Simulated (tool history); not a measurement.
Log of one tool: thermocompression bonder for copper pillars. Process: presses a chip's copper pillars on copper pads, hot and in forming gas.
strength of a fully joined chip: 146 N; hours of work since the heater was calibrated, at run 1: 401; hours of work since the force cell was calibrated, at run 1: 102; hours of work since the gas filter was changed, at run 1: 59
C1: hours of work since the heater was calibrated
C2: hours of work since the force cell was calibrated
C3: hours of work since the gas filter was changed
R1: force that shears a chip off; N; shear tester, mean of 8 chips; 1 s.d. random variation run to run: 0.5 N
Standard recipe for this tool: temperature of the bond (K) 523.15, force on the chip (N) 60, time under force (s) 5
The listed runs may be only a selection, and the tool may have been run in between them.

{"run": 1, "hour": 0.0, "temperature of the bond (K)": 523.15, "force on the chip (N)": 60, "time under force (s)": 5, "C1": 401, "C2": 102, "C3": 59, "R1": 49.3}
{"run": 2, "hour": 43.6, "temperature of the bond (K)": 523.15, "force on the chip (N)": 60, "time under force (s)": 5, "C1": 433, "C2": 133, "C3": 90, "R1": 49.8}
{"run": 3, "hour": 78.8, "temperature of the bond (K)": 523.15, "force on the chip (N)": 60, "time under force (s)": 5, "C1": 458, "C2": 158, "C3": 116, "R1": 49.1}
{"run": 4, "hour": 112.0, "temperature of the bond (K)": 547.15, "force on the chip (N)": 60, "time under force (s)": 5, "C1": 482, "C2": 182, "C3": 140, "R1": 66.9}
{"hour": 147.7, "done": "forming gas filter changed"}
{"run": 5, "hour": 156.3, "temperature of the bond (K)": 547.15, "force on the chip (N)": 60, "time under force (s)": 5, "C1": 514, "C2": 214, "C3": 6, "R1": 69.9}
{"run": 6, "hour": 194.9, "temperature of the bond (K)": 523.15, "force on the chip (N)": 60, "time under force (s)": 5, "C1": 541, "C2": 242, "C3": 34, "R1": 50.1}
{"run": 7, "hour": 235.7, "temperature of the bond (K)": 520.15, "force on the chip (N)": 60, "time under force (s)": 9, "C1": 571, "C2": 271, "C3": 63, "R1": 59.6}
{"run": 8, "hour": 267.1, "temperature of the bond (K)": 523.15, "force on the chip (N)": 42, "time under force (s)": 3, "C1": 593, "C2": 294, "C3": 86, "R1": 28.6}
{"run": 9, "hour": 285.3, "temperature of the bond (K)": 523.15, "force on the chip (N)": 60, "time under force (s)": 6, "C1": 606, "C2": 307, "C3": 99, "R1": 52.1}
{"run": 10, "hour": 329.0, "temperature of the bond (K)": 506.15, "force on the chip (N)": 60, "time under force (s)": 7, "C1": 638, "C2": 338, "C3": 131, "R1": 42.4}

Estimate the outcome of run 11 from the log above:
{"run": 11, "hour": 357.0, "temperature of the bond (K)": 524.15, "force on the chip (N)": 57, "time under force (s)": 3, "C1": 658, "C2": 358, "C3": 151, "R1": "?"}

{"run 11": {"R1": 37.9}}
Were there no unlogged condition in the tool, this run, its random variation unchanged, would have produced R1 44.5 N.
